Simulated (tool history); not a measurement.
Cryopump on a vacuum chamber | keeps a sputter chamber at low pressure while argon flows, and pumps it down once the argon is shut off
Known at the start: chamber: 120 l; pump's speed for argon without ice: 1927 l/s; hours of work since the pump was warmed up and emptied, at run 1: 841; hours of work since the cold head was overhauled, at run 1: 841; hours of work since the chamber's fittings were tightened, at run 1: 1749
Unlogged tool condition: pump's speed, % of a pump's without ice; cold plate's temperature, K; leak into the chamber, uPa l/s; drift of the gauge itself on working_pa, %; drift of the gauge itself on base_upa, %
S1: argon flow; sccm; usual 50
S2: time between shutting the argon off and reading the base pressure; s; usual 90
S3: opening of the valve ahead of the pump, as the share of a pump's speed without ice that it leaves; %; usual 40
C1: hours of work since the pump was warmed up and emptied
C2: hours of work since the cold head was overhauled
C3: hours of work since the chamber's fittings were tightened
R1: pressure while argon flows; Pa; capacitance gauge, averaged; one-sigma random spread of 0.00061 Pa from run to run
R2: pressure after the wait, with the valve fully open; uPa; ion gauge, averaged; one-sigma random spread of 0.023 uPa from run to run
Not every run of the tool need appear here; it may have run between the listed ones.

Run 1, day 0.000: usual settings; C1 841; C2 841; C3 1749. Result: R1 0.1156 Pa, R2 2.14 uPa.
Run 2, day 1.408: usual settings but S2 27 s; C1 865; C2 865; C3 1773. Result: R1 0.1159 Pa, R2 3.80 uPa.
Run 3, day 2.788: usual settings; C1 889; C2 889; C3 1797. Result: R1 0.1172 Pa, R2 2.21 uPa.
Run 4, day 3.479: usual settings; C1 901; C2 901; C3 1809. Result: R1 0.1164 Pa, R2 2.27 uPa.
Run 5, day 4.733: usual settings; C1 922; C2 922; C3 1830. Result: R1 0.1166 Pa, R2 2.28 uPa.
Run 6, day 5.562: usual settings but S1 68 sccm; C1 936; C2 936; C3 1844. Result: R1 0.1584 Pa, R2 2.25 uPa.
Run 7, day 6.446: usual settings but S1 68 sccm; C1 952; C2 952; C3 1860. Result: R1 0.1601 Pa, R2 2.38 uPa.
Run 8, day 7.517: usual settings but S1 68 sccm; C1 970; C2 970; C3 1878. Result: R1 0.1582 Pa, R2 2.42 uPa.
Run 9, day 9.004: usual settings; C1 995; C2 995; C3 1903. Result: R1 0.1161 Pa, R2 2.37 uPa.
Run 10, day 9.717: usual settings; C1 1008; C2 1008; C3 1916. Result: R1 0.1177 Pa, R2 2.42 uPa.
Run 11, day 11.204: usual settings; C1 1033; C2 1033; C3 1941. Result: R1 0.1181 Pa, R2 2.46 uPa.
Run 12, day 12.692: usual settings; C1 1059; C2 1059; C3 1967. Result: R1 0.1191 Pa, R2 2.48 uPa.
Run 13, day 13.496: usual settings but S1 26 sccm; C1 1072; C2 1072; C3 1981. Result: R1 0.0609 Pa, R2 2.40 uPa.
Run 14, day 14.279: usual settings; C1 1086; C2 1086; C3 1994. Result: R1 0.1174 Pa, R2 2.41 uPa.
Run 15, day 15.283: usual settings; C1 1103; C2 1103; C3 2011. Result: R1 0.1184 Pa, R2 2.54 uPa.
Run 16, day 16.408: usual settings; C1 1122; C2 1122; C3 2030. Result: R1 0.1185 Pa, R2 2.45 uPa.
Run 17, day 17.758: usual settings but S1 33 sccm; C1 1146; C2 1146; C3 2054. Result: R1 0.0774 Pa, R2 2.55 uPa.
Run 18, day 19.038: usual settings but S1 33 sccm; C1 1167; C2 1167; C3 2076. Result: R1 0.0785 Pa, R2 2.58 uPa.
Run 19, day 19.850: usual settings but S2 140 s; C1 1181; C2 1181; C3 2090. Result: R1 0.1183 Pa, R2 2.37 uPa.
At day 20.271: pump warmed up, emptied and cooled again.
Run 20, day 20.788: usual settings but S2 140 s; C1 9; C2 1194; C3 2102. Result: R1 0.1108 Pa, R2 2.05 uPa.
Run 21, day 21.567: usual settings but S1 70 sccm, S3 57 %; C1 22; C2 1207; C3 2115. Result: R1 0.1097 Pa, R2 2.34 uPa.
Run 22, day 22.392: usual settings but S1 30 sccm, S2 43 s, S3 35 %; C1 36; C2 1221; C3 2129. Result: R1 0.0760 Pa, R2 3.00 uPa.
Run 23, day 23.975: usual settings but S1 23 sccm, S2 40 s, S3 45 %; C1 64; C2 1248; C3 2157. Result: R1 0.0462 Pa, R2 3.18 uPa.
Run 24, day 24.754: usual settings but S1 75 sccm, S2 69 s, S3 20 %; C1 77; C2 1262; C3 2170. Result: R1 0.3322 Pa, R2 2.53 uPa.
Run 25, day 26.133: usual settings but S2 86 s; C1 101; C2 1286; C3 2194. Result: R1 0.1112 Pa, R2 2.51 uPa.
Run 26, day 27.400: usual settings but S1 22 sccm, S2 117 s, S3 54 %; C1 122; C2 1307; C3 2215. Result: R1 0.0372 Pa, R2 2.28 uPa.
Run 27, day 28.875: usual settings but S1 22 sccm, S2 117 s, S3 54 %; C1 148; C2 1333; C3 2241. Result: R1 0.0368 Pa, R2 2.34 uPa.
Run 28, day 30.046: usual settings but S1 22 sccm, S2 117 s, S3 54 %; C1 168; C2 1353; C3 2261. Result: R1 0.0364 Pa, R2 2.37 uPa.
Run 29, day 30.996: usual settings but S1 42 sccm, S2 193 s; C1 184; C2 1369; C3 2277. Result: R1 0.0953 Pa, R2 2.09 uPa.
Run 30, day 31.817: usual settings but S1 27 sccm, S2 184 s, S3 41 %; C1 198; C2 1383; C3 2291. Result: R1 0.0594 Pa, R2 2.13 uPa.
Run 31, day 33.196: usual settings but S1 27 sccm, S2 184 s, S3 41 %; C1 222; C2 1407; C3 2315. Result: R1 0.0593 Pa, R2 2.21 uPa.
Run 32, day 34.646: usual settings but S1 40 sccm, S2 184 s, S3 27 %; C1 247; C2 1432; C3 2340. Result: R1 0.1321 Pa, R2 2.22 uPa.
Run 33, day 35.746: usual settings but S1 22 sccm, S3 17 %; C1 265; C2 1450; C3 2358. Result: R1 0.1154 Pa, R2 2.57 uPa.
Run 34, day 36.721: usual settings but S1 26 sccm, S2 65 s, S3 16 %; C1 282; C2 1467; C3 2375. Result: R1 0.1443 Pa, R2 2.73 uPa.

Selected run-to-run steps in R1, each split into two signed amounts: the part the tool would show with no hidden state at all (from settings, incoming material and random variation), and the remainder, which goes to the hidden state together with any gauge scatter not common to the measured and the hidden-state-free results:
Run 12 -> 13: S1 50 -> 26. R1 -0.0582 Pa: hidden state -0.0040, all else -0.0542.
Run 13 -> 14: S1 26 -> 50. R1 +0.0565 Pa: hidden state +0.0041, all else +0.0524.
Run 19 -> 20: pump warmed up, emptied and cooled again. R1 -0.0075 Pa: hidden state -0.0077, all else +0.0002.
Run 23 -> 24: S1 23 -> 75, S2 40 -> 69, S3 45 -> 20. R1 +0.2860 Pa: hidden state +0.0021, all else +0.2839.
Run 24 -> 25: S1 75 -> 50, S2 69 -> 86, S3 20 -> 40. R1 -0.2210 Pa: hidden state -0.0009, all else -0.2201.
Run 25 -> 26: S1 50 -> 22, S2 86 -> 117, S3 40 -> 54. R1 -0.0740 Pa: hidden state -0.0011, all else -0.0729.
